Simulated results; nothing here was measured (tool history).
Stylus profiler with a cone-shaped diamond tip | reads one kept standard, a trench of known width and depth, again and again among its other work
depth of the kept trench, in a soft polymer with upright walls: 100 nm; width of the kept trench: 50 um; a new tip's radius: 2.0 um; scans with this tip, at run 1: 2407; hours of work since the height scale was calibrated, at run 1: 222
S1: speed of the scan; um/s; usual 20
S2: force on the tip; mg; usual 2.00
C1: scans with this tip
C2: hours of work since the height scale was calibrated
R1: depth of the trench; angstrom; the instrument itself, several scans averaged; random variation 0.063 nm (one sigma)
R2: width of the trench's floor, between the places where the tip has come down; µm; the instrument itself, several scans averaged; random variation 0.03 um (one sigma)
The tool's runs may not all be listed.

run   hour  S1    S2    C1   C2      R1     R2
  1    0.0  20  2.00  2407  222  1007.1  48.50
  2   33.2  52  2.00  2597  239  1006.8  48.44
  3   62.1  39  2.00  2762  254  1006.3  48.44
  4   80.5  31  2.00  2867  264  1005.2  48.49
  5  107.9  20  2.12  3024  278  1005.7  48.54
  6  145.7  67  2.00  3240  298  1006.8  48.29
  7  188.1  67  2.00  3482  321  1005.8  48.37
  8  218.4  67  2.00  3655  336  1007.0  48.30
  9  236.7  67  2.00  3760  346  1006.5  48.32
 10  263.0  67  2.00  3910  360  1007.5  48.32
     266.9  -- height scale calibrated on a step standard
 11  293.7  67  2.00  4082   14  1006.5  48.34
 12  319.4   5  3.04  4229   28  1009.3  48.57
 13  355.7  65  0.89  4437   47  1004.7  48.15
 14  375.6  65  0.89  4550   57  1004.2  48.15
     390.3  -- height scale calibrated on a step standard, once more
 15  394.4  16  1.62  4655    2  1005.7  48.48

Forecast each of these 3 alternatives for the next run:
  A  413.7   6  4.53  4765  12   ?   ?
  B  413.7  69  2.47  4765  12   ?   ?
  C  413.7   8  2.52  4765  12   ?   ?

run      R1     R2
  A  1011.2  48.52
  B  1007.1  48.25
  C  1007.4  48.54
Without the tool's hidden state the same runs would have given:
run      R1     R2
  A  1011.2  48.69
  B  1007.0  48.42
  C  1007.4  48.72

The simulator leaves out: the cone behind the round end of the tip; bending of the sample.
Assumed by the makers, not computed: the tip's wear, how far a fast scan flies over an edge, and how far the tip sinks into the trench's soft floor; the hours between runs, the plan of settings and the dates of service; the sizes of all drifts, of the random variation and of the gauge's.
